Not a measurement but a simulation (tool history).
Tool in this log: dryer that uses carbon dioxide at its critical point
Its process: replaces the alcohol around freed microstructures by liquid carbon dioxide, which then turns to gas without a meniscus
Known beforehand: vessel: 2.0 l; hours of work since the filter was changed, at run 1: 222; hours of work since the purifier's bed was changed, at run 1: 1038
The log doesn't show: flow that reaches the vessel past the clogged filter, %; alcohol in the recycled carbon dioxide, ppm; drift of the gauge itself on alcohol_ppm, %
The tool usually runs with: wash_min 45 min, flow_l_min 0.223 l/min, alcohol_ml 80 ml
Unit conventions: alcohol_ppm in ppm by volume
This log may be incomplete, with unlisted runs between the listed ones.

run    hour  wash_min  flow_l_min  alcohol_ml  hours of work since the filter was changed  hours of work since the purifier's bed was changed  alcohol_ppm
  1     0.0        45       0.223          80                                         222                                                1038         1072
  2    27.9        45       0.223          80                                         238                                                1054         1123
  3    76.3        45       0.223          80                                         265                                                1082         1147
  4   103.8        45       0.223          80                                         281                                                1097         1117
  5   135.4        45       0.223          65                                         299                                                1115          980
  6   161.8        45       0.223          65                                         314                                                1130          977
  7   194.0        45       0.223          65                                         332                                                1149         1008
  8   243.4        45       0.223          65                                         360                                                1177         1031
  9   282.3        45       0.322          80                                         382                                                1199          408
 10   311.4        45       0.322          80                                         399                                                1215          408
 11   338.4        45       0.223          80                                         414                                                1231         1269
 12   358.7        45       0.223          80                                         426                                                1242         1264
 13   399.4        45       0.223          80                                         449                                                1265         1310
 14   421.3        45       0.223          80                                         461                                                1278         1293
 15   466.4        45       0.223          59                                         487                                                1303         1037
 16   508.5        45       0.223          59                                         511                                                1327         1038
 17   531.6        61       0.223         117                                         524                                                1340          682
      561.0  -- inlet filter changed
 18   581.0        36       0.258          40                                          11                                                1368          772
 19   628.2        36       0.258          40                                          38                                                1395          757
 20   666.7        45       0.223          44                                          60                                                1417          668
      673.2  -- purifier's bed changed
 21   692.2        32       0.283          87                                          73                                                  11         1341
 22   716.9        32       0.283          87                                          87                                                  25         1341
 23   760.6        35       0.223          26                                         112                                                  50          657
 24   787.8        34       0.156          26                                         127                                                  65         1726
 25   831.4        34       0.156          26                                         152                                                  90         1746
 26   864.0        34       0.213          40                                         171                                                 108         1286
 27   904.6        69       0.213          38                                         194                                                 131           88
 28   953.8        69       0.242          38                                         222                                                 159           66
 29   977.9        69       0.242          38                                         235                                                 173           67
 30  1023.5        58       0.365          51                                         261                                                 199           40
 31  1050.3        58       0.365          51                                         276                                                 214           53
 32  1093.0        58       0.365          51                                         301                                                 239           57

Each row is a separate what-if for the run after 32, all from the same tool condition, not one after another. Results?
  A  1134.4        46       0.273          80                                         324                                                 262            ?
  B  1134.4        58       0.223          80                                         324                                                 262            ?
  C  1134.4        40       0.199          80                                         324                                                 262            ?

run  alcohol_ppm
  A          450
  B          369
  C         2172
What these runs would have given with no unlogged condition in the tool:
run  alcohol_ppm
  A          303
  B          240
  C         1763

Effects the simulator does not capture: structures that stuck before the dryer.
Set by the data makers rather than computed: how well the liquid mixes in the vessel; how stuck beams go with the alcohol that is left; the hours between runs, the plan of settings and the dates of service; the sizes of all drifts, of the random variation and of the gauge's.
